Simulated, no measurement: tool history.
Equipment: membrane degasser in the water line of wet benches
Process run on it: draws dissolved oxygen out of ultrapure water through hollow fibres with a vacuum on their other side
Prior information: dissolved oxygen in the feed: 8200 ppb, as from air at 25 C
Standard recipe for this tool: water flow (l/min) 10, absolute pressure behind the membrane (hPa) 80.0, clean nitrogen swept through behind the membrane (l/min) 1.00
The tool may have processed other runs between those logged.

run,hour,water flow (l/min),absolute pressure behind the membrane (hPa),clean nitrogen swept through behind the membrane (l/min),dissolved oxygen in the water behind the degasser (ppb),pressure that the water loses in the fibres (hPa)
1,0.0,10,80.0,1.00,148.8,491.6
2,54.6,10,80.0,1.00,147.3,492.8
3,92.9,10,80.0,0.81,176.2,495.5
4,155.4,10,64.6,0.81,130.9,489.6
5,194.1,14,64.6,0.81,243.9,688.0
6,248.6,14,64.6,0.81,243.9,694.7
7,282.4,14,64.6,0.81,250.5,685.0
8,332.8,11,64.6,0.81,153.8,543.7
9,362.5,10,80.0,1.55,107.8,492.4
10,429.2,10,80.0,1.55,106.9,491.9
11,488.3,10,67.0,1.55,87.8,493.6
12,540.5,10,67.0,1.55,88.2,497.6
13,606.5,10,80.0,1.83,94.3,497.8
14,661.4,10,104.5,1.00,208.9,497.2
15,690.4,10,104.5,1.00,213.2,494.7
16,722.8,10,104.5,1.00,209.4,496.3
17,759.1,10,104.5,1.00,209.0,495.3
18,828.8,10,104.5,1.00,210.7,496.3
19,868.4,11,179.7,1.72,275.9,545.3
# hour 872.0: vacuum gauge calibrated
20,901.3,10,80.0,1.87,98.6,496.7
21,954.5,10,162.2,1.14,316.2,497.6
22,1016.3,7,80.0,0.83,116.1,345.2
23,1061.5,6,139.3,0.51,321.6,298.5
# hour 1091.7: vacuum gauge calibrated, once more
24,1106.1,7,80.0,0.49,170.5,347.0
25,1161.4,7,80.0,0.64,137.3,347.9
26,1196.4,9,62.1,0.88,93.4,448.4
27,1227.6,12,67.3,0.88,173.1,596.7
28,1292.7,12,67.3,0.88,175.4,595.2
29,1363.9,9,53.6,2.91,33.6,447.0
30,1430.2,16,58.7,1.15,260.0,793.0
31,1487.3,9,49.7,0.62,79.1,445.9

Measured less the same run without the tool's hidden state. The same run-to-run variation is in both; the gauge's scatter may not be:
The hidden state here: membrane still open, %; true pressure behind the membrane over the reading, kPa; air that leaks in behind the membrane, l/min; drift of the gauge itself on oxygen_ppb, %; drift of the gauge itself on loss_of_pressure_kpa, %.
run,dissolved oxygen in the water behind the degasser (ppb),pressure that the water loses in the fibres (hPa)
1,+14.3,+9.9
2,+14.3,+10.2
3,+16.5,+10.2
4,+14.8,+10.4
5,+23.0,+14.8
6,+23.3,+15.1
7,+24.1,+15.2
8,+17.2,+12.2
9,+11.8,+11.2
10,+11.9,+11.5
11,+11.0,+11.7
12,+11.2,+11.9
13,+11.0,+12.2
14,+18.9,+12.3
15,+19.5,+12.4
16,+19.2,+12.6
17,+19.2,+12.7
18,+19.6,+13.0
19,+21.7,+14.4
20,+14.3,+13.2
21,+28.8,+13.3
22,+18.8,+9.4
23,+37.4,+8.2
24,+10.8,+9.7
25,+10.0,+9.9
26,+7.2,+12.9
27,+12.7,+17.4
28,+13.0,+17.5
29,+4.3,+13.4
30,+22.7,+24.2
31,+6.7,+13.8

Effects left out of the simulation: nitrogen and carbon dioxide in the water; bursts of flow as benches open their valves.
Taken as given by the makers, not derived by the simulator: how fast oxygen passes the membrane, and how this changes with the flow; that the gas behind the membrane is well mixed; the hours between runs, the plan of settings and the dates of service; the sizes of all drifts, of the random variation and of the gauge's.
